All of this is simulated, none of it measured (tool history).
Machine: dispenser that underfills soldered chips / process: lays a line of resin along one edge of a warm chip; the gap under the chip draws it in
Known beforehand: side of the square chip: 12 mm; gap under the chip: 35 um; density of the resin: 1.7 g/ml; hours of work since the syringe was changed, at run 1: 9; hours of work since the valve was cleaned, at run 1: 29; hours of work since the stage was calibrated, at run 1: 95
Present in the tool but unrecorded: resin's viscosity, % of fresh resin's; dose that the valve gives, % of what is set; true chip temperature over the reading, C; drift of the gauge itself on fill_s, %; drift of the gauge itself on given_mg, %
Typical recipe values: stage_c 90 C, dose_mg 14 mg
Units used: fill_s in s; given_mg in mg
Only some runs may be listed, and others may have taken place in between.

| run | day | stage_c | dose_mg | hours of work since the syringe was changed | hours of work since the valve was cleaned | hours of work since the stage was calibrated | fill_s | given_mg |
|---|---|---|---|---|---|---|---|---|
| 1 | 0 | 90 | 14 | 9 | 29 | 95 | 485.5 | 13.66 |
|  | 0.146 | new syringe of resin |
| 2 | 0.196 | 90 | 14 | 1 | 32 | 98 | 324.8 | 13.7 |
| 3 | 0.488 | 90 | 14 | 5 | 36 | 103 | 400.7 | 13.72 |
| 4 | 0.771 | 90 | 14 | 10 | 41 | 107 | 490.5 | 13.66 |
|  | 0.867 | new syringe of resin |
| 5 | 1.117 | 90 | 14 | 4 | 46 | 112 | 389.3 | 13.35 |
| 6 | 1.492 | 90 | 14 | 10 | 52 | 118 | 486.4 | 13.24 |
|  | 1.596 | new syringe of resin |
|  | 1.842 | dispensing valve cleaned and set on the balance |
| 7 | 1.921 | 91 | 14 | 4 | 1 | 124 | 378.7 | 13.98 |
| 8 | 2.154 | 90 | 17.6 | 8 | 5 | 128 | 459.5 | 17.43 |
|  | 2.371 | new syringe of resin |
| 9 | 2.371 | 90 | 17.6 | 0 | 8 | 131 | 308.9 | 17.38 |
| 10 | 2.538 | 90 | 15.7 | 3 | 11 | 134 | 347.1 | 15.59 |
| 11 | 2.733 | 90 | 17.8 | 6 | 14 | 137 | 394.7 | 17.53 |
|  | 3.108 | new syringe of resin |
| 12 | 3.138 | 78 | 15.2 | 1 | 20 | 143 | 476.6 | 14.99 |
| 13 | 3.304 | 81 | 12.6 | 3 | 23 | 145 | 486.9 | 12.34 |
| 14 | 3.683 | 82 | 12.9 | 9 | 28 | 151 | 609 | 12.68 |
|  | 3.838 | new syringe of resin |
| 15 | 3.904 | 79 | 15.1 | 1 | 32 | 155 | 464.9 | 14.53 |
| 16 | 4.15 | 81 | 15.5 | 5 | 36 | 158 | 513.7 | 14.98 |
| 17 | 4.375 | 101 | 15 | 8 | 39 | 162 | 327.7 | 14.58 |
|  | 4.571 | new syringe of resin |
| 18 | 4.608 | 101 | 15 | 1 | 43 | 165 | 233.1 | 14.51 |
| 19 | 4.917 | 84 | 15.4 | 5 | 47 | 170 | 468.8 | 14.77 |

Branching from run 19: 3 alternative next runs. What would each branch give?
| A | 5.175 | 86 | 15.2 | 9 | 52 | 174 | ? | ? |
| B | 5.175 | 87 | 12.2 | 9 | 52 | 174 | ? | ? |
| C | 5.175 | 92 | 15.4 | 9 | 52 | 174 | ? | ? |

| run | fill_s | given_mg |
|---|---|---|
| A | 531.8 | 14.58 |
| B | 534.3 | 11.64 |
| C | 447.9 | 14.78 |
With no hidden state in the tool, these same runs would have given:
| run | fill_s | given_mg |
|---|---|---|
| A | 365.4 | 15.23 |
| B | 364.7 | 12.17 |
| C | 307.6 | 15.44 |
